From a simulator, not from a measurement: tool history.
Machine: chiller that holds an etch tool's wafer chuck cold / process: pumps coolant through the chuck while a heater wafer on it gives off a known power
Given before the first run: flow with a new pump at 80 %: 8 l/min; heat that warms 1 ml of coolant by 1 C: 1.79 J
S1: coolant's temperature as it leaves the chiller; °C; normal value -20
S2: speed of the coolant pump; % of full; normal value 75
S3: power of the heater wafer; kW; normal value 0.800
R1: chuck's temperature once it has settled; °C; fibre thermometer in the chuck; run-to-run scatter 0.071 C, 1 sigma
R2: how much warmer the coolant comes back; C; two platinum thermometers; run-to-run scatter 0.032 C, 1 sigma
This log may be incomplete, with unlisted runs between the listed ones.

run	hour	S1	S2	S3	R1	R2
1	0.0	-20	75	0.800	-13.84	3.62
2	114.5	-20	75	0.800	-13.94	3.63
3	199.5	-20	75	0.800	-13.77	3.65
4	310.9	-15	75	0.800	-8.68	3.64
5	416.5	-15	75	0.800	-8.95	3.65
6	535.5	-15	75	0.800	-8.80	3.68
7	652.9	-15	75	0.800	-8.87	3.65
# hour 734.4: chiller's thermometer calibrated
8	753.7	-20	75	0.800	-13.61	3.69
# hour 778.7: coolant changed, channels flushed
9	859.7	-20	75	0.800	-14.04	3.66
10	989.9	-20	75	0.703	-14.63	3.26
11	1075.0	-29	75	0.703	-23.60	3.23
12	1194.4	-29	75	0.703	-23.60	3.23
13	1304.1	-29	75	0.703	-23.75	3.23
14	1357.1	-19	75	0.647	-14.21	3.01
15	1413.5	-20	75	1.150	-11.18	5.26
16	1488.2	-20	75	1.150	-11.24	5.27
17	1609.4	-20	97	0.800	-15.00	2.83
18	1720.3	-20	97	0.800	-15.08	2.84
19	1836.0	-27	99	0.947	-21.08	3.26
20	1925.0	-16	70	0.800	-9.65	3.94
21	2016.3	-11	75	0.574	-6.63	2.66
22	2069.0	-24	65	1.010	-15.46	5.46
23	2148.5	-20	62	0.800	-13.05	4.54
24	2216.8	-20	75	0.404	-16.95	1.83
25	2294.2	-22	71	0.458	-18.43	2.29

Each row is a separate what-if for the run after 25, all from the same tool condition, not one after another. Results?
A	2390.3	-13	90	0.800	?	?
B	2390.3	-20	71	0.458	?	?
C	2390.3	-15	73	0.458	?	?

run	R1	R2
A	-7.76	3.09
B	-16.54	2.23
C	-11.46	2.18
Without the tool's hidden state the same runs would have given:
run	R1	R2
A	-7.80	2.99
B	-16.51	2.15
C	-11.43	2.10

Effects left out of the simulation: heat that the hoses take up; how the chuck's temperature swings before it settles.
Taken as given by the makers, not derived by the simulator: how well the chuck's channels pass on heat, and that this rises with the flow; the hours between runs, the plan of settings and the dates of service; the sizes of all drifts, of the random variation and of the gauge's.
